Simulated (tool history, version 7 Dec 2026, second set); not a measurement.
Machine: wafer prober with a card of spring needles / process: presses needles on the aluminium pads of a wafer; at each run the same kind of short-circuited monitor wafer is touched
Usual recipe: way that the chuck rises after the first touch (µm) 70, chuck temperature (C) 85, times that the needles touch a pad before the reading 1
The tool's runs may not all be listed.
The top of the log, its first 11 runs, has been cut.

run	day	way that the chuck rises after the first touch (µm)	chuck temperature (C)	times that the needles touch a pad before the reading	resistance of one needle with its contact and lead (mohm)	way that a needle slides on the pad (µm)
# day 6.912: tips cleaned on abrasive film
12	7.196	70	85	2	193	11.60
# day 7.367: tips cleaned on abrasive film
# day 7.800: tips cleaned on abrasive film
13	8.146	70	85	2	194	11.57
# day 8.225: tips cleaned on abrasive film
# day 8.583: gauge calibrated
# day 8.675: tips cleaned on abrasive film
14	9.033	70	85	1	196	11.80
# day 9.121: tips cleaned on abrasive film
# day 9.571: tips cleaned on abrasive film
15	9.879	70	85	1	190	11.79
# day 9.988: tips cleaned on abrasive film
# day 10.412: tips cleaned on abrasive film
16	10.554	70	85	1	195	11.80
# day 10.829: tips cleaned on abrasive film
# day 11.271: tips cleaned on abrasive film
17	11.392	70	85	1	194	11.78
# day 11.667: tips cleaned on abrasive film
18	11.821	64	85	1	194	10.75
# day 12.058: tips cleaned on abrasive film
# day 12.475: tips cleaned on abrasive film
19	12.750	52	48	2	189	8.70
# day 12.862: tips cleaned on abrasive film
# day 13.283: tips cleaned on abrasive film
20	13.621	52	35	2	184	8.63
# day 13.667: tips cleaned on abrasive film
# day 14.100: tips cleaned on abrasive film
# day 14.488: tips cleaned on abrasive film
21	14.488	71	41	1	188	11.79
# day 14.912: tips cleaned on abrasive film
22	15.017	70	85	1	191	11.62
# day 15.304: tips cleaned on abrasive film
23	15.521	70	68	1	189	11.62
# day 15.754: tips cleaned on abrasive film
24	16.025	70	68	1	189	11.61
# day 16.196: tips cleaned on abrasive film
# day 16.292: height of the first contact set anew
# day 16.592: tips cleaned on abrasive film
25	16.946	89	114	1	196	14.70
# day 16.988: tips cleaned on abrasive film
# day 17.375: tips cleaned on abrasive film
26	17.462	82	92	2	196	13.51
# day 17.767: tips cleaned on abrasive film
# day 18.158: tips cleaned on abrasive film
27	18.183	50	63	2	193	8.26
# day 18.554: tips cleaned on abrasive film
28	18.688	74	85	1	193	12.28
# day 19.000: tips cleaned on abrasive film
29	19.075	66	73	1	190	10.89
# day 19.417: tips cleaned on abrasive film
# day 19.800: tips cleaned on abrasive film
30	19.946	73	122	2	197	12.01
# day 20.212: tips cleaned on abrasive film
# day 20.612: tips cleaned on abrasive film
31	20.679	73	122	2	202	12.04
# day 21.017: tips cleaned on abrasive film
32	21.208	57	78	2	199	9.36

Below are 3 alternative next runs, each starting from the tool's condition after run 32. Predict each:
# day 21.408: tips cleaned on abrasive film
# day 21.808: tips cleaned on abrasive film
A	22.096	70	54	2	?	?
# day 21.408: tips cleaned on abrasive film
# day 21.808: tips cleaned on abrasive film
B	22.096	60	72	2	?	?
# day 21.408: tips cleaned on abrasive film
# day 21.808: tips cleaned on abrasive film
C	22.096	58	85	1	?	?

run	resistance of one needle with its contact and lead (mohm)	way that a needle slides on the pad (µm)
A	186	11.44
B	193	9.88
C	197	9.52
With the hidden condition removed and each run's random variation left untouched, the same runs would have given:
run	resistance of one needle with its contact and lead (mohm)	way that a needle slides on the pad (µm)
A	186	11.76
B	193	10.16
C	197	9.79

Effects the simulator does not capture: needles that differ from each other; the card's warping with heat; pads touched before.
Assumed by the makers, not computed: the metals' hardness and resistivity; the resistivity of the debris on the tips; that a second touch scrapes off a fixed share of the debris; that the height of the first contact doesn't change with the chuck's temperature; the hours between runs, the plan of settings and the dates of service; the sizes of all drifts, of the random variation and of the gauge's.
